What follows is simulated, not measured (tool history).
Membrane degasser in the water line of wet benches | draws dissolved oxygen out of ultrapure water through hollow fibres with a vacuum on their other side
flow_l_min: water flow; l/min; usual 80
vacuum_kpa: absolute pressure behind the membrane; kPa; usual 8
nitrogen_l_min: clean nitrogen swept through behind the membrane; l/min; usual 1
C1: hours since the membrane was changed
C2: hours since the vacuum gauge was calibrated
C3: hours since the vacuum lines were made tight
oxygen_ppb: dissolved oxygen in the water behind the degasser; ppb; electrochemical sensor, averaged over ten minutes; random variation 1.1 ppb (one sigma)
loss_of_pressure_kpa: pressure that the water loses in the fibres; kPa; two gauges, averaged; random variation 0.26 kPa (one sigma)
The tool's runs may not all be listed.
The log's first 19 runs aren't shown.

Run 20, day 26.167: usual settings but nitrogen_l_min 1.53 l/min; C1 1783; C2 2756; C3 4195. Result: oxygen_ppb 463.4 ppb, loss_of_pressure_kpa 69.68 kPa.
Run 21, day 27.946: usual settings but flow_l_min 55 l/min, vacuum_kpa 8.73 kPa, nitrogen_l_min 2.21 l/min; C1 1826; C2 2798; C3 4238. Result: oxygen_ppb 293.1 ppb, loss_of_pressure_kpa 48.2 kPa.
Run 22, day 29.1: usual settings but flow_l_min 55 l/min, vacuum_kpa 8.73 kPa, nitrogen_l_min 2.21 l/min; C1 1853; C2 2826; C3 4265. Result: oxygen_ppb 294.2 ppb, loss_of_pressure_kpa 47.96 kPa.
Run 23, day 30.833: usual settings but flow_l_min 73 l/min, vacuum_kpa 10.16 kPa, nitrogen_l_min 2.21 l/min; C1 1895; C2 2868; C3 4307. Result: oxygen_ppb 462.3 ppb, loss_of_pressure_kpa 64.19 kPa.
Run 24, day 32.725: usual settings but flow_l_min 96 l/min, nitrogen_l_min 0.9 l/min; C1 1940; C2 2913; C3 4352. Result: oxygen_ppb 737.8 ppb, loss_of_pressure_kpa 83.38 kPa.
Run 25, day 33.688: usual settings but vacuum_kpa 10.21 kPa, nitrogen_l_min 0.68 l/min; C1 1963; C2 2936; C3 4375. Result: oxygen_ppb 1103.3 ppb, loss_of_pressure_kpa 69.47 kPa.
Run 26, day 34.533: usual settings but flow_l_min 88 l/min, vacuum_kpa 14.49 kPa, nitrogen_l_min 1.47 l/min; C1 1984; C2 2957; C3 4396. Result: oxygen_ppb 1118.7 ppb, loss_of_pressure_kpa 76.96 kPa.
Run 27, day 35.671: usual settings but flow_l_min 90 l/min; C1 2011; C2 2984; C3 4423. Result: oxygen_ppb 668 ppb, loss_of_pressure_kpa 78.34 kPa.
Run 28, day 37.446: usual settings but flow_l_min 90 l/min, vacuum_kpa 10.16 kPa; C1 2054; C2 3026; C3 4466. Result: oxygen_ppb 936.3 ppb, loss_of_pressure_kpa 78.28 kPa.
Run 29, day 39.379: usual settings but flow_l_min 100 l/min, nitrogen_l_min 2.34 l/min; C1 2100; C2 3073; C3 4512. Result: oxygen_ppb 403.5 ppb, loss_of_pressure_kpa 86.87 kPa.
Run 30, day 40.383: usual settings but flow_l_min 100 l/min, nitrogen_l_min 2.34 l/min; C1 2124; C2 3097; C3 4536. Result: oxygen_ppb 402.7 ppb, loss_of_pressure_kpa 87.05 kPa.
Run 31, day 41.621: usual settings but flow_l_min 112 l/min, vacuum_kpa 8.95 kPa, nitrogen_l_min 0.5 l/min; C1 2154; C2 3127; C3 4566. Result: oxygen_ppb 1264.9 ppb, loss_of_pressure_kpa 97.44 kPa.
Run 32, day 42.533: usual settings but vacuum_kpa 11.9 kPa, nitrogen_l_min 0.59 l/min; C1 2176; C2 3149; C3 4588. Result: oxygen_ppb 1439.8 ppb, loss_of_pressure_kpa 69.74 kPa.
Run 33, day 43.371: usual settings but flow_l_min 63 l/min, nitrogen_l_min 0.61 l/min; C1 2196; C2 3169; C3 4608. Result: oxygen_ppb 719 ppb, loss_of_pressure_kpa 55.18 kPa.

3 ways to go on from here, each from the tool as it stands after run 33. What would each give?
Run A, day 44.408: usual settings but flow_l_min 48 l/min, nitrogen_l_min 0.44 l/min; C1 2221; C2 3194; C3 4633. Result: oxygen_ppb ?, loss_of_pressure_kpa ?.
Run B, day 44.408: usual settings but flow_l_min 56 l/min, vacuum_kpa 13.24 kPa, nitrogen_l_min 1.07 l/min; C1 2221; C2 3194; C3 4633. Result: oxygen_ppb ?, loss_of_pressure_kpa ?.
Run C, day 44.408: usual settings but flow_l_min 84 l/min, nitrogen_l_min 1.2 l/min; C1 2221; C2 3194; C3 4633. Result: oxygen_ppb ?, loss_of_pressure_kpa ?.

run  oxygen_ppb  loss_of_pressure_kpa
  A       743.6                 42.06
  B       913.9                 48.79
  C         567                 73.14
Without the tool's hidden state the same runs would have given:
run  oxygen_ppb  loss_of_pressure_kpa
  A         738                 41.56
  B       910.1                 48.21
  C       561.7                 72.27
